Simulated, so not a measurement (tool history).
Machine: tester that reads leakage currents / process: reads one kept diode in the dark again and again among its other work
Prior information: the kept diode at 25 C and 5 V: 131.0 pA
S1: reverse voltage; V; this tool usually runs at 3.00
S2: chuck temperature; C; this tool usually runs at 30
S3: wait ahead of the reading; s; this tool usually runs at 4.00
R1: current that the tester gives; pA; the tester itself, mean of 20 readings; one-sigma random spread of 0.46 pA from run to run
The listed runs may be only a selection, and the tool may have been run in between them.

{"run": 1, "day": 0.0, "S1": 3.0, "S2": 30, "S3": 4.0, "R1": 147.72}
{"run": 2, "day": 1.117, "S1": 3.0, "S2": 30, "S3": 4.0, "R1": 147.42}
{"run": 3, "day": 1.729, "S1": 3.0, "S2": 30, "S3": 4.0, "R1": 147.36}
{"run": 4, "day": 2.558, "S1": 3.0, "S2": 30, "S3": 4.0, "R1": 147.55}
{"run": 5, "day": 3.808, "S1": 3.0, "S2": 30, "S3": 4.0, "R1": 145.87}
{"run": 6, "day": 4.479, "S1": 3.0, "S2": 23, "S3": 4.0, "R1": 79.8}
{"run": 7, "day": 5.646, "S1": 4.29, "S2": 21, "S3": 4.0, "R1": 81.58}
{"run": 8, "day": 6.942, "S1": 4.29, "S2": 21, "S3": 4.0, "R1": 81.56}
{"run": 9, "day": 7.979, "S1": 4.29, "S2": 21, "S3": 4.0, "R1": 81.47}
{"run": 10, "day": 8.875, "S1": 1.68, "S2": 30, "S3": 4.38, "R1": 104.24}
{"run": 11, "day": 9.442, "S1": 1.68, "S2": 30, "S3": 2.3, "R1": 104.72}

Consider 4 possible next runs. They are alternatives, not a sequence: every one starts from the tool as it was left by run 11. What does each give?
{"run": "A", "day": 10.579, "S1": 1.38, "S2": 34, "S3": 2.81, "R1": "?"}
{"run": "B", "day": 10.579, "S1": 1.68, "S2": 30, "S3": 0.81, "R1": "?"}
{"run": "C", "day": 10.579, "S1": 3.0, "S2": 23, "S3": 0.55, "R1": "?"}
{"run": "D", "day": 10.579, "S1": 5.55, "S2": 47, "S3": 0.58, "R1": "?"}

run=A R1=130.82
run=B R1=105.14
run=C R1=80.47
run=D R1=821.50
Take away the tool's hidden state, keep each run's random variation, and the runs would have read:
run=A R1=135.65
run=B R1=109.04
run=C R1=83.34
run=D R1=849.85

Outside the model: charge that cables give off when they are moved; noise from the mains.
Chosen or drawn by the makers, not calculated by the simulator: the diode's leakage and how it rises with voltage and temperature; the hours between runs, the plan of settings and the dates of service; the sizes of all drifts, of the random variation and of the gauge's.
